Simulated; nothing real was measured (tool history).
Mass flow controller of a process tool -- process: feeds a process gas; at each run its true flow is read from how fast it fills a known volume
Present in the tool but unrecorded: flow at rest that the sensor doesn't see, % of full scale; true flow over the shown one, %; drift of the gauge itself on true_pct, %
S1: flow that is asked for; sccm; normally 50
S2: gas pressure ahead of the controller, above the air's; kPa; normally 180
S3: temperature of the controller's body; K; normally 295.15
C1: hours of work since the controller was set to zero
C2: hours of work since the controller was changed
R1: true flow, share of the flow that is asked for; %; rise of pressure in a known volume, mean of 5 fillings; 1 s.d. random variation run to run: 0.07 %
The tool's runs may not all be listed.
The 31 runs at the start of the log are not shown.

Run 32, hour 4496: usual settings but S1 15 sccm, S2 279 kPa, S3 301.15 K; C1 6722; C2 6722. Result: R1 103.65 %.
Run 33, hour 4621.9: usual settings; C1 6793; C2 6793. Result: R1 99.04 %.
Run 34, hour 4733.6: usual settings but S2 174 kPa, S3 300.15 K; C1 6856; C2 6856. Result: R1 99.45 %.
Run 35, hour 4841.6: usual settings but S1 13 sccm, S2 205 kPa, S3 298.15 K; C1 6918; C2 6918. Result: R1 104.14 %.
Run 36, hour 5005.8: usual settings but S1 13 sccm, S2 205 kPa, S3 298.15 K; C1 7011; C2 7011. Result: R1 104.13 %.
At hour 5155.8: controller's zero set anew.
Run 37, hour 5173.3: usual settings but S1 13 sccm, S2 205 kPa, S3 298.15 K; C1 10; C2 7105. Result: R1 97.23 %.
Run 38, hour 5309.6: usual settings but S1 43 sccm, S2 224 kPa, S3 306.15 K; C1 87; C2 7182. Result: R1 98.13 %.
Run 39, hour 5403.3: usual settings but S1 43 sccm, S2 224 kPa, S3 306.15 K; C1 140; C2 7235. Result: R1 97.94 %.
Run 40, hour 5536.1: usual settings but S1 86 sccm, S2 224 kPa, S3 306.15 K; C1 215; C2 7311. Result: R1 98.72 %.
Run 41, hour 5704.2: usual settings but S1 66 sccm, S2 237 kPa, S3 310.15 K; C1 311; C2 7406. Result: R1 98.71 %.
Run 42, hour 5846.1: usual settings but S1 66 sccm, S2 237 kPa, S3 310.15 K; C1 391; C2 7486. Result: R1 98.75 %.
Run 43, hour 6030: usual settings but S1 66 sccm, S2 237 kPa, S3 310.15 K; C1 495; C2 7590. Result: R1 98.69 %.
Run 44, hour 6151.3: usual settings but S1 66 sccm, S2 237 kPa, S3 296.15 K; C1 564; C2 7659. Result: R1 97.66 %.
Run 45, hour 6274.6: usual settings but S1 66 sccm, S2 237 kPa, S3 296.15 K; C1 634; C2 7729. Result: R1 97.65 %.
Run 46, hour 6385.4: usual settings but S1 31 sccm, S2 237 kPa, S3 306.15 K; C1 696; C2 7792. Result: R1 98.05 %.
Run 47, hour 6566.4: usual settings but S1 94 sccm, S2 148 kPa, S3 309.15 K; C1 799; C2 7894. Result: R1 98.78 %.
Run 48, hour 6702.3: usual settings but S1 17 sccm, S2 235 kPa, S3 305.15 K; C1 876; C2 7971. Result: R1 98.25 %.

Consider 3 possible next runs. They are alternatives, not a sequence: every one starts from the tool as it was left by run 48. What does each give?
Run A, hour 6868.3: usual settings but S1 27 sccm, S2 228 kPa, S3 300.15 K; C1 970; C2 8065. Result: R1 ?.
Run B, hour 6868.3: usual settings but S1 49 sccm, S2 192 kPa; C1 970; C2 8065. Result: R1 ?.
Run C, hour 6868.3: usual settings but S1 24 sccm; C1 970; C2 8065. Result: R1 ?.

run     R1
  A  97.66
  B  97.17
  C   97.1
With the hidden condition removed and each run's random variation left untouched, the same runs would have given:
run     R1
  A  99.15
  B  98.91
  C  98.52
